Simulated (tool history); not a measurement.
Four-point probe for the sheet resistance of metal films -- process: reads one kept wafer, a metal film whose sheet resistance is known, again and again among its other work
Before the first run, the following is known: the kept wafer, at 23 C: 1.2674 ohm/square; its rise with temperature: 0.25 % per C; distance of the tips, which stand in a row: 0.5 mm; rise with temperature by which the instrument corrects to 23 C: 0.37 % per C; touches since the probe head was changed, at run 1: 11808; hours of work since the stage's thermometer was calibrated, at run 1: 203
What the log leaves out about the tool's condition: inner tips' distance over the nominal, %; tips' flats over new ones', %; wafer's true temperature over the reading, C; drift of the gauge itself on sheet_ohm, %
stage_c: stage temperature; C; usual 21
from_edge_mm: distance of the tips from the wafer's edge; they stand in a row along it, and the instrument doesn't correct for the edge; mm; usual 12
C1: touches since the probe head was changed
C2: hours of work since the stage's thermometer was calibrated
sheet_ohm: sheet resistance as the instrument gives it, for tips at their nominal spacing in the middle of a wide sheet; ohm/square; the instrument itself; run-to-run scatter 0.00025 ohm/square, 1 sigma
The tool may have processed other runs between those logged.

{"run": 1, "hour": 0.0, "stage_c": 21, "from_edge_mm": 12, "C1": 11808, "C2": 203, "sheet_ohm": 1.267344}
{"run": 2, "hour": 19.7, "stage_c": 21, "from_edge_mm": 12, "C1": 12984, "C2": 219, "sheet_ohm": 1.267958}
{"run": 3, "hour": 32.5, "stage_c": 22, "from_edge_mm": 12, "C1": 13743, "C2": 229, "sheet_ohm": 1.266523}
{"run": 4, "hour": 43.1, "stage_c": 22, "from_edge_mm": 12, "C1": 14374, "C2": 237, "sheet_ohm": 1.266438}
{"run": 5, "hour": 54.5, "stage_c": 21, "from_edge_mm": 12, "C1": 15053, "C2": 246, "sheet_ohm": 1.267749}
{"run": 6, "hour": 72.3, "stage_c": 21, "from_edge_mm": 4, "C1": 16117, "C2": 260, "sheet_ohm": 1.276984}
{"run": 7, "hour": 85.5, "stage_c": 21, "from_edge_mm": 4, "C1": 16903, "C2": 270, "sheet_ohm": 1.276818}
{"run": 8, "hour": 95.6, "stage_c": 21, "from_edge_mm": 11, "C1": 17504, "C2": 278, "sheet_ohm": 1.267871}
{"run": 9, "hour": 117.2, "stage_c": 21, "from_edge_mm": 9, "C1": 18793, "C2": 294, "sheet_ohm": 1.268022}
{"run": 10, "hour": 132.1, "stage_c": 18, "from_edge_mm": 12, "C1": 19680, "C2": 306, "sheet_ohm": 1.271704}
{"run": 11, "hour": 155.0, "stage_c": 18, "from_edge_mm": 12, "C1": 21040, "C2": 324, "sheet_ohm": 1.271825}
{"run": 12, "hour": 166.7, "stage_c": 21, "from_edge_mm": 4, "C1": 21738, "C2": 333, "sheet_ohm": 1.276894}
{"run": 13, "hour": 182.5, "stage_c": 21, "from_edge_mm": 12, "C1": 22680, "C2": 345, "sheet_ohm": 1.267292}
{"run": 14, "hour": 196.3, "stage_c": 21, "from_edge_mm": 5, "C1": 23499, "C2": 356, "sheet_ohm": 1.272644}
{"run": 15, "hour": 215.5, "stage_c": 21, "from_edge_mm": 5, "C1": 24648, "C2": 371, "sheet_ohm": 1.27218}
{"run": 16, "hour": 233.3, "stage_c": 21, "from_edge_mm": 6, "C1": 25703, "C2": 385, "sheet_ohm": 1.270342}
{"run": 17, "hour": 250.7, "stage_c": 33, "from_edge_mm": 5, "C1": 26740, "C2": 398, "sheet_ohm": 1.255302}
{"run": 18, "hour": 266.0, "stage_c": 24, "from_edge_mm": 12, "C1": 27651, "C2": 410, "sheet_ohm": 1.262076}
{"run": 19, "hour": 277.0, "stage_c": 24, "from_edge_mm": 12, "C1": 28308, "C2": 419, "sheet_ohm": 1.262567}
{"run": 20, "hour": 294.9, "stage_c": 25, "from_edge_mm": 33, "C1": 29374, "C2": 432, "sheet_ohm": 1.259999}
{"run": 21, "hour": 317.1, "stage_c": 25, "from_edge_mm": 33, "C1": 30697, "C2": 450, "sheet_ohm": 1.260351}
{"run": 22, "hour": 328.8, "stage_c": 21, "from_edge_mm": 7, "C1": 31393, "C2": 459, "sheet_ohm": 1.268886}
{"run": 23, "hour": 344.4, "stage_c": 24, "from_edge_mm": 67, "C1": 32322, "C2": 471, "sheet_ohm": 1.261304}
{"run": 24, "hour": 360.9, "stage_c": 33, "from_edge_mm": 47, "C1": 33308, "C2": 484, "sheet_ohm": 1.248608}
{"run": 25, "hour": 372.3, "stage_c": 33, "from_edge_mm": 47, "C1": 33986, "C2": 493, "sheet_ohm": 1.248752}
{"run": 26, "hour": 392.5, "stage_c": 21, "from_edge_mm": 14, "C1": 35189, "C2": 508, "sheet_ohm": 1.266693}
{"run": 27, "hour": 407.9, "stage_c": 21, "from_edge_mm": 14, "C1": 36109, "C2": 520, "sheet_ohm": 1.265742}
{"run": 28, "hour": 424.0, "stage_c": 21, "from_edge_mm": 14, "C1": 37064, "C2": 533, "sheet_ohm": 1.265829}
{"run": 29, "hour": 442.4, "stage_c": 24, "from_edge_mm": 10, "C1": 38159, "C2": 547, "sheet_ohm": 1.26266}
{"run": 30, "hour": 461.1, "stage_c": 21, "from_edge_mm": 8, "C1": 39274, "C2": 562, "sheet_ohm": 1.267668}
{"run": 31, "hour": 482.0, "stage_c": 19, "from_edge_mm": 9, "C1": 40523, "C2": 578, "sheet_ohm": 1.270443}
{"run": 32, "hour": 495.8, "stage_c": 32, "from_edge_mm": 12, "C1": 41342, "C2": 589, "sheet_ohm": 1.250593}

Here are 3 independent what-if runs from the current tool condition. What would each one return?
{"run": "A", "hour": 513.7, "stage_c": 22, "from_edge_mm": 31, "C1": 42411, "C2": 602, "sheet_ohm": "?"}
{"run": "B", "hour": 513.7, "stage_c": 19, "from_edge_mm": 3, "C1": 42411, "C2": 602, "sheet_ohm": "?"}
{"run": "C", "hour": 513.7, "stage_c": 34, "from_edge_mm": 55, "C1": 42411, "C2": 602, "sheet_ohm": "?"}

run=A sheet_ohm=1.263488
run=B sheet_ohm=1.286379
run=C sheet_ohm=1.24648
What these runs would have given with no unlogged condition in the tool:
run=A sheet_ohm=1.268881
run=B sheet_ohm=1.291867
run=C sheet_ohm=1.251788
